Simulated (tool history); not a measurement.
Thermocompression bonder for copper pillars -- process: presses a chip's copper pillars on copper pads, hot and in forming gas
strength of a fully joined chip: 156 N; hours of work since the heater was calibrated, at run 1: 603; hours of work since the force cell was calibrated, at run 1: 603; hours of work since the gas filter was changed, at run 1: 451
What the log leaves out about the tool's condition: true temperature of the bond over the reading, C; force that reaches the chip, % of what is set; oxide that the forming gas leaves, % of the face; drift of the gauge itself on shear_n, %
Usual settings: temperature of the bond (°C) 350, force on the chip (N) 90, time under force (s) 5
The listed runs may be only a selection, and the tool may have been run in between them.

run   hour  temperature of the bond (°C)  force on the chip (N)  time under force (s)  hours of work since the heater was calibrated  hours of work since the force cell was calibrated  hours of work since the gas filter was changed  force that shears a chip off (N)
  1      0                           350                     90                     5                                            603                                                603                                             451                              68.2
  2   24.2                           350                     90                     5                                            620                                                620                                             469                              68.3
      27.4  -- forming gas filter changed
  3   48.8                           350                     90                     5                                            637                                                637                                              15                              69.3
  4   66.5                           350                     55                     5                                            650                                                650                                              28                              46.4
  5   96.1                           350                     90                     5                                            671                                                671                                              49                              69.5
  6  121.1                           350                    109                     5                                            689                                                689                                              67                              79.7
  7  139.4                           350                    109                     5                                            702                                                702                                              80                              79.2
  8  162.1                           329                    109                     5                                            718                                                718                                              96                              64.4
  9  191.3                           329                    109                     5                                            739                                                739                                             117                                64
 10  216.4                           350                     90                     5                                            757                                                757                                             135                              69.7
 11  243.9                           350                     90                     5                                            776                                                776                                             155                              69.9
 12    263                           350                     90                     5                                            790                                                790                                             168                              70.1
 13  288.7                           350                     90                     5                                            808                                                808                                             187                              70.7
 14  313.1                           350                     90                     5                                            826                                                826                                             204                              70.6
     330.2  -- gauge calibrated
 15  333.6                           350                     90                     5                                            840                                                840                                             219                              68.4
 16  354.2                           350                     90                     5                                            855                                                855                                             233                              69.2
 17  367.7                           348                     90                     5                                            865                                                865                                             243                              67.5
 18  390.5                           350                     90                     5                                            881                                                881                                             259                              69.4
 19  421.3                           350                     90                     5                                            903                                                903                                             281                              68.9
 20  442.9                           350                     90                     5                                            918                                                918                                             297                              68.6
 21  456.3                           331                     63                    11                                            928                                                928                                             306                                57
 22  471.7                           354                     60                     8                                            939                                                939                                             317                              63.2
 23  502.6                           354                     60                     8                                            961                                                961                                             339                              63.2
 24  525.4                           358                     60                     4                                            977                                                977                                             356                              50.7
 25  552.5                           375                     71                     4                                            997                                                997                                             375                              68.8
 26  581.8                           366                    101                     3                                           1018                                               1018                                             396                              74.7
 27  610.6                           360                     66                     4                                           1038                                               1038                                             416                              56.5
 28  633.9                           360                     55                     4                                           1055                                               1055                                             433                              48.4
 29  664.1                           360                     55                     4                                           1076                                               1076                                             455                              48.4
     687.3  -- forming gas filter changed
 30    691                           353                     55                     4                                           1095                                               1095                                               3                              44.7
 31  712.2                           353                     55                     4                                           1110                                               1110                                              18                              44.8
 32  734.5                           353                     55                     8                                           1126                                               1126                                              34                              59.9
 33  754.6                           370                     56                     9                                           1141                                               1141                                              48                              75.4
 34  783.5                           377                     58                     6                                           1161                                               1161                                              69                              71.9
 35  800.6                           377                     58                     6                                           1173                                               1173                                              81                                71
 36    829                           357                     58                     6                                           1194                                               1194                                             101                              58.6
 37  847.7                           354                    106                     6                                           1207                                               1207                                             114                              88.8
 38  866.8                           333                    106                     6                                           1221                                               1221                                             128                                73
 39  897.9                           333                     60                    15                                           1243                                               1243                                             150                              66.3
 40    915                           369                     97                     4                                           1255                                               1255                                             163                                84

Hidden state at the last listed run before each entry between runs and at the first one after, where it differs:
Between runs 2 and 3: forming gas filter changed (hour 27.4)
  oxide that the forming gas leaves, % of the face: 0.64 -> 0.51; drift of the gauge itself on shear_n, %: 0.22 -> 0.43
  measured less the result without the state, force that shears a chip off (N): +0 -> +0.2
Between runs 14 and 15: gauge calibrated (hour 330.2)
  drift of the gauge itself on shear_n, %: 2.8 -> 0.03
  measured less the result without the state, force that shears a chip off (N): +1.8 -> +0
Between runs 29 and 30: forming gas filter changed (hour 687.3)
  oxide that the forming gas leaves, % of the face: 0.63 -> 0.51; drift of the gauge itself on shear_n, %: 2.99 -> 3.23
  measured less the result without the state, force that shears a chip off (N): +1.3 -> +1.3
